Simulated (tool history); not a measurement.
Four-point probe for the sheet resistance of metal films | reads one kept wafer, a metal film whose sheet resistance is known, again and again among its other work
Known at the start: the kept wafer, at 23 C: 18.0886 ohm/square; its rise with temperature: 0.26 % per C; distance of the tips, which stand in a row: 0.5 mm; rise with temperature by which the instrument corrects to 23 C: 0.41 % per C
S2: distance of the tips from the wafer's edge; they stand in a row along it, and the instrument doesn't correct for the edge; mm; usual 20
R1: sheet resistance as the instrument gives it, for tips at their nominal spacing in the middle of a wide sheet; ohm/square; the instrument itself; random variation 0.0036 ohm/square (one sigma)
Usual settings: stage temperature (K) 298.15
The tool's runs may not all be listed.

Run 1, day 0: usual settings. Result: R1 18.031524 ohm/square.
Run 2, day 2.125: usual settings. Result: R1 18.039226 ohm/square.
Run 3, day 4.296: usual settings. Result: R1 18.036758 ohm/square.
Run 4, day 6.279: usual settings but stage temperature (K) 297.15. Result: R1 18.065886 ohm/square.
At day 6.504: stage's thermometer calibrated.
Run 5, day 9.129: usual settings but stage temperature (K) 292.15. Result: R1 18.218309 ohm/square.
Run 6, day 10.683: usual settings but stage temperature (K) 292.15. Result: R1 18.213485 ohm/square.
Run 7, day 12.65: usual settings but stage temperature (K) 292.15. Result: R1 18.209934 ohm/square.
Run 8, day 15.458: usual settings but stage temperature (K) 294.15. Result: R1 18.169875 ohm/square.
Run 9, day 18.271: usual settings but stage temperature (K) 295.15. Result: R1 18.141878 ohm/square.
Run 10, day 20.412: usual settings but stage temperature (K) 295.15. Result: R1 18.148388 ohm/square.
Run 11, day 21.633: usual settings. Result: R1 18.070824 ohm/square.
Run 12, day 23.542: usual settings. Result: R1 18.075659 ohm/square.
Run 13, day 26.492: usual settings but stage temperature (K) 301.15. Result: R1 17.994932 ohm/square.
Run 14, day 29.433: usual settings but stage temperature (K) 301.15. Result: R1 18.011353 ohm/square.
Run 15, day 31.992: usual settings but S2 3 mm. Result: R1 18.345166 ohm/square.
Run 16, day 34.925: usual settings but S2 3 mm. Result: R1 18.353278 ohm/square.
Run 17, day 36.646: usual settings but S2 3 mm. Result: R1 18.346676 ohm/square.
Run 18, day 38.633: usual settings but S2 3 mm. Result: R1 18.357044 ohm/square.
Run 19, day 41.554: usual settings. Result: R1 18.100534 ohm/square.
Run 20, day 44.021: usual settings. Result: R1 18.09621 ohm/square.
Run 21, day 45.6: usual settings but S2 62 mm. Result: R1 18.10043 ohm/square.
Run 22, day 47.996: usual settings but S2 62 mm. Result: R1 18.1077 ohm/square.
Run 23, day 49.825: usual settings but S2 62 mm. Result: R1 18.098954 ohm/square.
Run 24, day 52.662: usual settings but stage temperature (K) 301.15, S2 5 mm. Result: R1 18.11953 ohm/square.
Run 25, day 54.217: usual settings but stage temperature (K) 296.15, S2 64 mm. Result: R1 18.163738 ohm/square.
Run 26, day 56.929: usual settings but stage temperature (K) 293.15, S2 6 mm. Result: R1 18.314472 ohm/square.
Run 27, day 58.846: usual settings but stage temperature (K) 300.15, S2 32 mm. Result: R1 18.064706 ohm/square.
Run 28, day 61.208: usual settings but stage temperature (K) 305.15, S2 43 mm. Result: R1 17.940793 ohm/square.
Run 29, day 63.2: usual settings but stage temperature (K) 296.15, S2 7 mm. Result: R1 18.221156 ohm/square.
Run 30, day 64.571: usual settings but stage temperature (K) 296.15, S2 7 mm. Result: R1 18.217978 ohm/square.
Run 31, day 66.492: usual settings but stage temperature (K) 300.15, S2 72 mm. Result: R1 18.074543 ohm/square.
Run 32, day 68.029: usual settings but stage temperature (K) 292.15. Result: R1 18.298372 ohm/square.
Run 33, day 69.875: usual settings but stage temperature (K) 299.15, S2 14 mm. Result: R1 18.115768 ohm/square.
Run 34, day 71.146: usual settings but stage temperature (K) 301.15, S2 15 mm. Result: R1 18.069773 ohm/square.
Run 35, day 73.183: usual settings but stage temperature (K) 295.15, S2 30 mm. Result: R1 18.214489 ohm/square.
Run 36, day 74.371: usual settings but stage temperature (K) 295.15, S2 30 mm. Result: R1 18.219047 ohm/square.
Run 37, day 76.446: usual settings but stage temperature (K) 295.15, S2 30 mm. Result: R1 18.219048 ohm/square.
Run 38, day 77.896: usual settings but stage temperature (K) 295.15, S2 30 mm. Result: R1 18.217253 ohm/square.
Run 39, day 79.467: usual settings but stage temperature (K) 295.15, S2 9 mm. Result: R1 18.254939 ohm/square.

The next listed run, before its measurement:
Run 40, day 80.712: usual settings but stage temperature (K) 294.15, S2 3 mm. Result: R1 ?.

{"run 40": {"R1": 18.523061}}
Without the tool's hidden state the same run would have given R1 18.412933 ohm/square.

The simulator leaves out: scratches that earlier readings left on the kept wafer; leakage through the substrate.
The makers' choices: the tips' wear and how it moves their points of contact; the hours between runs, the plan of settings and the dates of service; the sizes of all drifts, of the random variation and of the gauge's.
